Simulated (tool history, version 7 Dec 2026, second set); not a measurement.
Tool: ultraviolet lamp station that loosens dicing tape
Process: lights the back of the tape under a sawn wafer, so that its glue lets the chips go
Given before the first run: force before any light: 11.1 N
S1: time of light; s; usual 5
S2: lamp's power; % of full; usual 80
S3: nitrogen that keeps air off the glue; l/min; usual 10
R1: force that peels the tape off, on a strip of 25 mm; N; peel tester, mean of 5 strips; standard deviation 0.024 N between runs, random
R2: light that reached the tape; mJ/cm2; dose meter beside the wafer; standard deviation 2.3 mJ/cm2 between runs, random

run 1 hour=0.0 | S1=5 S2=80 S3=10 | R1=1.845 R2=189
run 2 hour=19.3 | S1=5 S2=80 S3=10 | R1=1.825 R2=190
run 3 hour=30.3 | S1=2 S2=80 S3=10 | R1=5.144 R2=74
run 4 hour=39.6 | S1=5 S2=80 S3=10 | R1=1.867 R2=186
run 5 hour=56.9 | S1=5 S2=80 S3=10 | R1=1.900 R2=181
run 6 hour=69.5 | S1=5 S2=80 S3=10 | R1=1.992 R2=188
run 7 hour=89.5 | S1=5 S2=80 S3=10 | R1=2.033 R2=182
run 8 hour=104.1 | S1=5 S2=80 S3=10 | R1=2.002 R2=179
run 9 hour=118.2 | S1=5 S2=80 S3=10 | R1=2.089 R2=178
run 10 hour=132.8 | S1=5 S2=80 S3=10 | R1=2.124 R2=176
run 11 hour=151.1 | S1=5 S2=80 S3=10 | R1=2.066 R2=171
run 12 hour=169.5 | S1=5 S2=80 S3=10 | R1=2.145 R2=169
run 13 hour=188.0 | S1=5 S2=80 S3=10 | R1=2.176 R2=168
run 14 hour=198.6 | S1=5 S2=80 S3=10 | R1=2.274 R2=171
run 15 hour=217.8 | S1=5 S2=80 S3=10 | R1=2.159 R2=167
run 16 hour=228.7 | S1=5 S2=80 S3=13 | R1=1.986 R2=164
-- hour=247.9 window cleaned of glue's vapour
run 17 hour=247.9 | S1=5 S2=80 S3=10 | R1=2.623 R2=145
run 18 hour=260.6 | S1=5 S2=80 S3=10 | R1=2.661 R2=146
run 19 hour=270.2 | S1=5 S2=80 S3=10 | R1=2.782 R2=144
run 20 hour=286.2 | S1=5 S2=77 S3=10 | R1=2.953 R2=135
run 21 hour=295.5 | S1=5 S2=77 S3=10 | R1=2.869 R2=136
-- hour=309.3 window cleaned of glue's vapour, once more
run 22 hour=312.9 | S1=5 S2=77 S3=10 | R1=1.954 R2=177
run 23 hour=325.8 | S1=2 S2=74 S3=11 | R1=5.543 R2=68
run 24 hour=334.2 | S1=2 S2=74 S3=11 | R1=5.608 R2=69
run 25 hour=344.3 | S1=2 S2=74 S3=11 | R1=5.618 R2=67
run 26 hour=356.3 | S1=2 S2=74 S3=11 | R1=5.607 R2=67
run 27 hour=369.7 | S1=2 S2=74 S3=11 | R1=5.788 R2=68
run 28 hour=384.4 | S1=2 S2=96 S3=5 | R1=5.716 R2=85
run 29 hour=395.7 | S1=2 S2=74 S3=6 | R1=6.339 R2=67
run 30 hour=412.6 | S1=8 S2=99 S3=3 | R1=1.285 R2=347

Run 31 has not been measured yet. What should we expect?
run 31 hour=425.6 | S1=8 S2=99 S3=3 | R1=? R2=?

Logged for run 31: R1 1.339 N, R2 344 mJ/cm2.
Had the tool carried no hidden state, the very same run would have given R1 0.687 N, R2 474 mJ/cm2.

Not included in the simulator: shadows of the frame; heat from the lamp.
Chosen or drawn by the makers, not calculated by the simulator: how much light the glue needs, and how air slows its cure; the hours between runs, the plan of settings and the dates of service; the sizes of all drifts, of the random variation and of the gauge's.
